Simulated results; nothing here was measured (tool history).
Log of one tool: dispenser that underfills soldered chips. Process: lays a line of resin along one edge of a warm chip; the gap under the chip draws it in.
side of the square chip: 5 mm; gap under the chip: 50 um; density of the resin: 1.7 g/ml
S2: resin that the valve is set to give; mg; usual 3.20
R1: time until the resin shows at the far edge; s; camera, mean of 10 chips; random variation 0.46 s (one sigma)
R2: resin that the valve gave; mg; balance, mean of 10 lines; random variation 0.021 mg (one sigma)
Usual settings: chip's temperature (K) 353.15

run 1 day=0.000 | chip's_temperature_(K)=353.15 S2=3.20 | R1=51.6 R2=3.16
-- day=0.167 new syringe of resin
run 2 day=0.212 | chip's_temperature_(K)=353.15 S2=3.20 | R1=36.2 R2=3.15
run 3 day=0.329 | chip's_temperature_(K)=353.15 S2=2.89 | R1=43.5 R2=2.83
run 4 day=0.508 | chip's_temperature_(K)=353.15 S2=2.89 | R1=56.9 R2=2.84
-- day=0.600 new syringe of resin
run 5 day=0.621 | chip's_temperature_(K)=353.15 S2=2.89 | R1=36.8 R2=2.86
run 6 day=0.808 | chip's_temperature_(K)=338.15 S2=2.89 | R1=86.5 R2=2.84
run 7 day=0.967 | chip's_temperature_(K)=338.15 S2=2.89 | R1=105.5 R2=2.82
-- day=1.029 new syringe of resin
run 8 day=1.150 | chip's_temperature_(K)=339.15 S2=2.89 | R1=74.0 R2=2.80
run 9 day=1.292 | chip's_temperature_(K)=353.15 S2=3.20 | R1=53.0 R2=3.13
run 10 day=1.425 | chip's_temperature_(K)=353.15 S2=3.20 | R1=61.4 R2=3.09
-- day=1.450 new syringe of resin
run 11 day=1.579 | chip's_temperature_(K)=353.15 S2=3.20 | R1=42.5 R2=3.10
run 12 day=1.817 | chip's_temperature_(K)=353.15 S2=3.20 | R1=58.3 R2=3.07
-- day=1.892 new syringe of resin
run 13 day=1.967 | chip's_temperature_(K)=353.15 S2=3.20 | R1=39.7 R2=3.10
run 14 day=2.138 | chip's_temperature_(K)=353.15 S2=3.20 | R1=50.8 R2=3.10
run 15 day=2.238 | chip's_temperature_(K)=353.15 S2=3.20 | R1=57.8 R2=3.03
-- day=2.312 new syringe of resin
run 16 day=2.371 | chip's_temperature_(K)=353.15 S2=3.20 | R1=38.4 R2=3.05
run 17 day=2.575 | chip's_temperature_(K)=353.15 S2=3.20 | R1=50.9 R2=3.02
-- day=2.733 new syringe of resin
run 18 day=2.808 | chip's_temperature_(K)=353.15 S2=3.20 | R1=38.4 R2=3.03
run 19 day=3.025 | chip's_temperature_(K)=341.15 S2=3.15 | R1=84.3 R2=2.99
-- day=3.158 new syringe of resin
run 20 day=3.250 | chip's_temperature_(K)=365.15 S2=3.15 | R1=26.5 R2=2.97
run 21 day=3.429 | chip's_temperature_(K)=365.15 S2=3.15 | R1=34.3 R2=2.99
run 22 day=3.558 | chip's_temperature_(K)=344.15 S2=3.41 | R1=90.1 R2=3.23
-- day=3.592 new syringe of resin
run 23 day=3.754 | chip's_temperature_(K)=353.15 S2=4.04 | R1=44.1 R2=3.79
run 24 day=3.871 | chip's_temperature_(K)=357.15 S2=3.64 | R1=45.5 R2=3.42
-- day=4.025 new syringe of resin
run 25 day=4.054 | chip's_temperature_(K)=355.15 S2=3.24 | R1=33.8 R2=2.98
run 26 day=4.279 | chip's_temperature_(K)=346.15 S2=3.20 | R1=65.8 R2=2.96
-- day=4.446 new syringe of resin
run 27 day=4.454 | chip's_temperature_(K)=348.15 S2=3.60 | R1=43.9 R2=3.34
run 28 day=4.667 | chip's_temperature_(K)=353.15 S2=3.34 | R1=49.1 R2=3.08
run 29 day=4.767 | chip's_temperature_(K)=353.15 S2=3.34 | R1=56.1 R2=3.11
-- day=4.867 new syringe of resin
run 30 day=4.975 | chip's_temperature_(K)=362.15 S2=3.78 | R1=30.0 R2=3.51
run 31 day=5.158 | chip's_temperature_(K)=363.15 S2=2.74 | R1=40.2 R2=2.49
-- day=5.300 new syringe of resin
run 32 day=5.354 | chip's_temperature_(K)=348.15 S2=3.62 | R1=45.2 R2=3.33
run 33 day=5.538 | chip's_temperature_(K)=344.15 S2=2.95 | R1=73.1 R2=2.71
-- day=5.725 new syringe of resin
run 34 day=5.762 | chip's_temperature_(K)=344.15 S2=2.95 | R1=54.9 R2=2.68
run 35 day=5.871 | chip's_temperature_(K)=352.15 S2=3.16 | R1=46.0 R2=2.87

Forecast each of these 3 alternatives for the next run:
run A day=6.067 | chip's_temperature_(K)=350.15 S2=3.16 | R1=? R2=?
run B day=6.067 | chip's_temperature_(K)=356.15 S2=3.16 | R1=? R2=?
run C day=6.067 | chip's_temperature_(K)=355.15 S2=2.85 | R1=? R2=?

run=A R1=67.8 R2=2.85
run=B R1=54.1 R2=2.86
run=C R1=57.5 R2=2.58
Without the tool's hidden state the same runs would have given:
run=A R1=40.3 R2=3.14
run=B R1=32.2 R2=3.15
run=C R1=33.8 R2=2.84
